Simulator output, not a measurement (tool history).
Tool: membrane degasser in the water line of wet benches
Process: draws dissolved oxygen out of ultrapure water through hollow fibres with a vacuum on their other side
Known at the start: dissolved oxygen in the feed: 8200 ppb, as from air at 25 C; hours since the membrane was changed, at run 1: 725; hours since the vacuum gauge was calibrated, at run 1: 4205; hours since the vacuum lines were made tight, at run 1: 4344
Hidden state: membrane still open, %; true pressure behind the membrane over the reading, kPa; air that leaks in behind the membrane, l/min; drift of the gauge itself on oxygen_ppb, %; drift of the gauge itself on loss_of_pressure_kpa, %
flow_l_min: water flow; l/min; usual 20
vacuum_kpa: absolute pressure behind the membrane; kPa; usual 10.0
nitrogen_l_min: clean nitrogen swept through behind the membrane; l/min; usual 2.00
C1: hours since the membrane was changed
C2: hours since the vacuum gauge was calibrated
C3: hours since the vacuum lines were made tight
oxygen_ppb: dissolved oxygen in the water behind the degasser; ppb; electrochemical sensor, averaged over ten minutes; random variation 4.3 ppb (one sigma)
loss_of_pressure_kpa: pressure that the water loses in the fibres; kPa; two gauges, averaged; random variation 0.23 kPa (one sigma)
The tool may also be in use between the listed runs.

Run 1, hour 0.0: usual settings; C1 725; C2 4205; C3 4344. Result: oxygen_ppb 428.3 ppb, loss_of_pressure_kpa 59.31 kPa.
Run 2, hour 28.3: usual settings but vacuum_kpa 15.9 kPa; C1 753; C2 4233; C3 4372. Result: oxygen_ppb 561.2 ppb, loss_of_pressure_kpa 59.55 kPa.
At hour 46.4: vacuum gauge calibrated.
Run 3, hour 59.8: usual settings but vacuum_kpa 15.9 kPa; C1 784; C2 13; C3 4403. Result: oxygen_ppb 558.6 ppb, loss_of_pressure_kpa 59.28 kPa.
Run 4, hour 105.9: usual settings; C1 830; C2 59; C3 4449. Result: oxygen_ppb 433.7 ppb, loss_of_pressure_kpa 59.39 kPa.
Run 5, hour 130.5: usual settings but flow_l_min 24 l/min; C1 855; C2 84; C3 4474. Result: oxygen_ppb 556.4 ppb, loss_of_pressure_kpa 71.21 kPa.
Run 6, hour 176.7: usual settings but flow_l_min 24 l/min; C1 901; C2 130; C3 4520. Result: oxygen_ppb 554.5 ppb, loss_of_pressure_kpa 71.35 kPa.
Run 7, hour 214.5: usual settings but flow_l_min 24 l/min, vacuum_kpa 12.1 kPa; C1 939; C2 168; C3 4558. Result: oxygen_ppb 605.2 ppb, loss_of_pressure_kpa 71.53 kPa.
At hour 227.1: vacuum gauge calibrated, once more.
Run 8, hour 248.8: usual settings but flow_l_min 24 l/min, vacuum_kpa 12.1 kPa; C1 972; C2 22; C3 4591. Result: oxygen_ppb 617.6 ppb, loss_of_pressure_kpa 70.96 kPa.
Run 9, hour 282.6: usual settings but flow_l_min 24 l/min, vacuum_kpa 10.4 kPa, nitrogen_l_min 3.30 l/min; C1 1006; C2 56; C3 4625. Result: oxygen_ppb 499.3 ppb, loss_of_pressure_kpa 70.54 kPa.
Run 10, hour 310.6: usual settings but flow_l_min 30 l/min, nitrogen_l_min 4.08 l/min; C1 1034; C2 83; C3 4653. Result: oxygen_ppb 663.0 ppb, loss_of_pressure_kpa 89.01 kPa.

Run 11 comes next. What will it give?
Run 11, hour 344.1: usual settings but flow_l_min 30 l/min, nitrogen_l_min 4.08 l/min; C1 1068; C2 117; C3 4687. Result: oxygen_ppb ?, loss_of_pressure_kpa ?.

{"run 11": {"oxygen_ppb": 655.1, "loss_of_pressure_kpa": 89.39}}
Without the tool's hidden state the same run would have given oxygen_ppb 644.5 ppb, loss_of_pressure_kpa 88.82 kPa.
